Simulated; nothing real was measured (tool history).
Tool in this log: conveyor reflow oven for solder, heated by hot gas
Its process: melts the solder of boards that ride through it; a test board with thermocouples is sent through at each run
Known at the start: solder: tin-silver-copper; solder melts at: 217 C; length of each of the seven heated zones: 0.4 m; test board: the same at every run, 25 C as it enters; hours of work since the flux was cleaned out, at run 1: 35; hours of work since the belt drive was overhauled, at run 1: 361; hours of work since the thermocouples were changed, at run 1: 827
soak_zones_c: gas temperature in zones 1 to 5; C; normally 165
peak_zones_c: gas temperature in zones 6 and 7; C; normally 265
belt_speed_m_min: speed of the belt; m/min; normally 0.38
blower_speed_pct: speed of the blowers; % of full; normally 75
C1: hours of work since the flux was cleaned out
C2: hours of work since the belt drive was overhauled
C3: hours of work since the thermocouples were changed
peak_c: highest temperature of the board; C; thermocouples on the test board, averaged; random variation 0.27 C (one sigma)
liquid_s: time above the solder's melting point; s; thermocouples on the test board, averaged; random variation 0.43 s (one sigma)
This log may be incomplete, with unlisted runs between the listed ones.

run 1 hour=0 | soak_zones_c=165 peak_zones_c=265 belt_speed_m_min=0.38 blower_speed_pct=75 | C1=35 C2=361 C3=827 | peak_c=256.1 liquid_s=97.2
run 2 hour=9.4 | soak_zones_c=165 peak_zones_c=265 belt_speed_m_min=0.38 blower_speed_pct=75 | C1=42 C2=368 C3=835 | peak_c=255.7 liquid_s=97.6
run 3 hour=19.3 | soak_zones_c=165 peak_zones_c=265 belt_speed_m_min=0.38 blower_speed_pct=75 | C1=49 C2=376 C3=842 | peak_c=256.3 liquid_s=97.1
run 4 hour=25.9 | soak_zones_c=165 peak_zones_c=265 belt_speed_m_min=0.38 blower_speed_pct=75 | C1=55 C2=381 C3=847 | peak_c=255.1 liquid_s=98.2
run 5 hour=36.4 | soak_zones_c=165 peak_zones_c=265 belt_speed_m_min=0.38 blower_speed_pct=75 | C1=63 C2=389 C3=855 | peak_c=255.9 liquid_s=96.8
run 6 hour=42.4 | soak_zones_c=165 peak_zones_c=265 belt_speed_m_min=0.38 blower_speed_pct=75 | C1=67 C2=394 C3=860 | peak_c=255.4 liquid_s=97.5
run 7 hour=52.2 | soak_zones_c=165 peak_zones_c=265 belt_speed_m_min=0.38 blower_speed_pct=75 | C1=75 C2=401 C3=868 | peak_c=255.4 liquid_s=97.2
run 8 hour=61.4 | soak_zones_c=165 peak_zones_c=265 belt_speed_m_min=0.38 blower_speed_pct=75 | C1=82 C2=408 C3=875 | peak_c=256 liquid_s=97.4
run 9 hour=68.6 | soak_zones_c=165 peak_zones_c=265 belt_speed_m_min=0.38 blower_speed_pct=75 | C1=87 C2=414 C3=880 | peak_c=256.2 liquid_s=97.5
run 10 hour=76.2 | soak_zones_c=165 peak_zones_c=265 belt_speed_m_min=0.38 blower_speed_pct=75 | C1=93 C2=420 C3=886 | peak_c=255.9 liquid_s=97.5
run 11 hour=84.2 | soak_zones_c=165 peak_zones_c=265 belt_speed_m_min=0.38 blower_speed_pct=75 | C1=99 C2=426 C3=892 | peak_c=255.8 liquid_s=97.8
run 12 hour=95.9 | soak_zones_c=165 peak_zones_c=264 belt_speed_m_min=0.38 blower_speed_pct=75 | C1=108 C2=435 C3=901 | peak_c=255.1 liquid_s=97.6
run 13 hour=101.5 | soak_zones_c=165 peak_zones_c=269 belt_speed_m_min=0.38 blower_speed_pct=75 | C1=113 C2=439 C3=905 | peak_c=259.9 liquid_s=101
run 14 hour=111.1 | soak_zones_c=165 peak_zones_c=269 belt_speed_m_min=0.38 blower_speed_pct=75 | C1=120 C2=446 C3=913 | peak_c=259.6 liquid_s=101.8
run 15 hour=120.2 | soak_zones_c=165 peak_zones_c=269 belt_speed_m_min=0.38 blower_speed_pct=75 | C1=127 C2=453 C3=920 | peak_c=259.2 liquid_s=101.1
run 16 hour=126.2 | soak_zones_c=165 peak_zones_c=269 belt_speed_m_min=0.33 blower_speed_pct=80 | C1=132 C2=458 C3=924 | peak_c=262.6 liquid_s=122.5
run 17 hour=134.8 | soak_zones_c=165 peak_zones_c=265 belt_speed_m_min=0.411 blower_speed_pct=75 | C1=138 C2=465 C3=931 | peak_c=253.5 liquid_s=86.8
run 18 hour=142.9 | soak_zones_c=163 peak_zones_c=276 belt_speed_m_min=0.34 blower_speed_pct=76 | C1=145 C2=471 C3=937 | peak_c=268.9 liquid_s=121.4

Expected results for the next run?
run 19 hour=152.7 | soak_zones_c=163 peak_zones_c=276 belt_speed_m_min=0.34 blower_speed_pct=76 | C1=152 C2=478 C3=945 | peak_c=? liquid_s=?

peak_c: 268.5 C
liquid_s: 122 s
Minus the tool's unlogged condition, the same run would have read peak_c 268.6 C, liquid_s 122 s.
